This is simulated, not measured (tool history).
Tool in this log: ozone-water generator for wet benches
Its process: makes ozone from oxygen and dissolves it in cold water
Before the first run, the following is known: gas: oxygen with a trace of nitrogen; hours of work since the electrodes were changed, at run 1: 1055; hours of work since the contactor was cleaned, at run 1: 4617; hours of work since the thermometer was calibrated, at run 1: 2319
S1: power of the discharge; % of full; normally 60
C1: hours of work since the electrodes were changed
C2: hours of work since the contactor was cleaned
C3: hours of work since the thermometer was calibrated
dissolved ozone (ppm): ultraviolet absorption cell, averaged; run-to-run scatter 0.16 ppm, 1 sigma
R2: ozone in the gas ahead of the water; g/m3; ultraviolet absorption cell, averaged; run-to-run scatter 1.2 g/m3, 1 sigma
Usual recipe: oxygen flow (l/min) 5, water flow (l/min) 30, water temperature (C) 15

{"run": 1, "hour": 0.0, "S1": 60, "oxygen flow (l/min)": 5, "water flow (l/min)": 30, "water temperature (C)": 15, "C1": 1055, "C2": 4617, "C3": 2319, "dissolved ozone (ppm)": 20.2, "R2": 225.1}
{"run": 2, "hour": 24.7, "S1": 60, "oxygen flow (l/min)": 5, "water flow (l/min)": 30, "water temperature (C)": 22, "C1": 1076, "C2": 4638, "C3": 2340, "dissolved ozone (ppm)": 18.3, "R2": 223.5}
{"run": 3, "hour": 58.9, "S1": 60, "oxygen flow (l/min)": 5, "water flow (l/min)": 30, "water temperature (C)": 22, "C1": 1106, "C2": 4668, "C3": 2370, "dissolved ozone (ppm)": 18.4, "R2": 224.3}
{"run": 4, "hour": 75.1, "S1": 60, "oxygen flow (l/min)": 5, "water flow (l/min)": 30, "water temperature (C)": 7, "C1": 1120, "C2": 4682, "C3": 2384, "dissolved ozone (ppm)": 21.6, "R2": 224.3}
{"run": 5, "hour": 91.1, "S1": 60, "oxygen flow (l/min)": 5, "water flow (l/min)": 30, "water temperature (C)": 7, "C1": 1134, "C2": 4696, "C3": 2398, "dissolved ozone (ppm)": 21.6, "R2": 223.8}
{"run": 6, "hour": 119.7, "S1": 60, "oxygen flow (l/min)": 5, "water flow (l/min)": 30, "water temperature (C)": 15, "C1": 1158, "C2": 4721, "C3": 2423, "dissolved ozone (ppm)": 19.6, "R2": 224.1}
{"run": 7, "hour": 140.9, "S1": 60, "oxygen flow (l/min)": 5, "water flow (l/min)": 34, "water temperature (C)": 15, "C1": 1177, "C2": 4739, "C3": 2441, "dissolved ozone (ppm)": 18.2, "R2": 226.1}
{"run": 8, "hour": 159.8, "S1": 60, "oxygen flow (l/min)": 5, "water flow (l/min)": 30, "water temperature (C)": 15, "C1": 1193, "C2": 4755, "C3": 2457, "dissolved ozone (ppm)": 20.2, "R2": 223}
{"run": 9, "hour": 181.7, "S1": 60, "oxygen flow (l/min)": 5, "water flow (l/min)": 30, "water temperature (C)": 15, "C1": 1212, "C2": 4774, "C3": 2476, "dissolved ozone (ppm)": 19.7, "R2": 226.8}
{"run": 10, "hour": 197.2, "S1": 60, "oxygen flow (l/min)": 3.69, "water flow (l/min)": 40, "water temperature (C)": 15, "C1": 1225, "C2": 4788, "C3": 2490, "dissolved ozone (ppm)": 14.9, "R2": 276.5}
{"run": 11, "hour": 213.0, "S1": 97, "oxygen flow (l/min)": 5.26, "water flow (l/min)": 30, "water temperature (C)": 23, "C1": 1239, "C2": 4801, "C3": 2503, "dissolved ozone (ppm)": 28.5, "R2": 343.7}
{"run": 12, "hour": 246.6, "S1": 68, "oxygen flow (l/min)": 5, "water flow (l/min)": 25, "water temperature (C)": 22, "C1": 1268, "C2": 4830, "C3": 2532, "dissolved ozone (ppm)": 23.8, "R2": 251.2}

For run 13, what comes out?
{"run": 13, "hour": 274.2, "S1": 46, "oxygen flow (l/min)": 3.43, "water flow (l/min)": 38, "water temperature (C)": 16, "C1": 1292, "C2": 4854, "C3": 2556, "dissolved ozone (ppm)": "?", "R2": "?"}

Run 13 produced dissolved ozone (ppm) 12.1, R2 224.5 g/m3.
Had the tool carried no hidden state, the very same run would have given dissolved ozone (ppm) 12.1, R2 224.5 g/m3.
